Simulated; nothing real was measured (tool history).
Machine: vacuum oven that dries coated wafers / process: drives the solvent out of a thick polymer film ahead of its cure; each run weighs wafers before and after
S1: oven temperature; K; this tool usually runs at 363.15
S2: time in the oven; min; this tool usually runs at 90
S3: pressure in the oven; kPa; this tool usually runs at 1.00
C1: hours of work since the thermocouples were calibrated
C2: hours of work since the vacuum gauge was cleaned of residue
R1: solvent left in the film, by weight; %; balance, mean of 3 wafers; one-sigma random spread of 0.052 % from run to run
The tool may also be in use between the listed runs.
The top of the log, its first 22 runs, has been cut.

run	hour	S1	S2	S3	C1	C2	R1
23	298.5	363.15	90	1.00	331	291	1.50
24	317.3	361.15	98	1.40	340	301	2.03
# hour 320.3: oven's thermocouples calibrated
25	329.9	361.15	98	1.40	5	306	1.98
26	343.1	367.15	118	3.83	11	313	2.28
27	352.2	367.15	118	3.83	16	317	2.29
# hour 360.7: oven's thermocouples calibrated, once more
28	362.8	367.15	118	3.83	1	322	2.22
29	376.5	356.15	90	0.62	8	329	2.32
30	384.9	356.15	90	0.62	12	333	2.35
31	396.1	365.15	55	0.51	18	338	2.14
32	406.5	365.15	69	0.65	23	344	1.52
33	422.5	365.15	69	0.65	31	352	1.55
34	433.6	365.15	69	0.65	37	357	1.53
35	448.1	365.15	69	0.65	44	364	1.49
36	467.7	353.15	144	0.93	54	374	1.80
37	481.9	378.15	64	0.57	61	381	0.33
38	497.4	378.15	64	0.57	69	389	0.45
39	514.7	378.15	64	0.57	77	398	0.47
40	525.7	357.15	90	0.69	83	403	2.21
41	541.0	367.15	90	2.20	90	411	1.59
42	553.7	361.15	65	1.06	97	417	2.68
43	567.5	373.15	90	1.00	104	424	0.65
44	580.4	373.15	90	1.00	110	431	0.54
45	598.7	361.15	51	1.00	119	440	3.45
46	609.7	353.15	66	1.45	125	445	4.71

Each row is a separate what-if for the run after 46, all from the same tool condition, not one after another. Results?
A	627.0	350.15	79	1.45	133	454	?
B	627.0	362.15	60	2.65	133	454	?
C	627.0	353.15	79	0.67	133	454	?
D	627.0	375.15	62	1.45	133	454	?

run	R1
A	4.93
B	3.58
C	3.57
D	0.97
Take away the tool's hidden state, keep each run's random variation, and the runs would have read:
run	R1
A	4.85
B	3.53
C	3.50
D	0.93
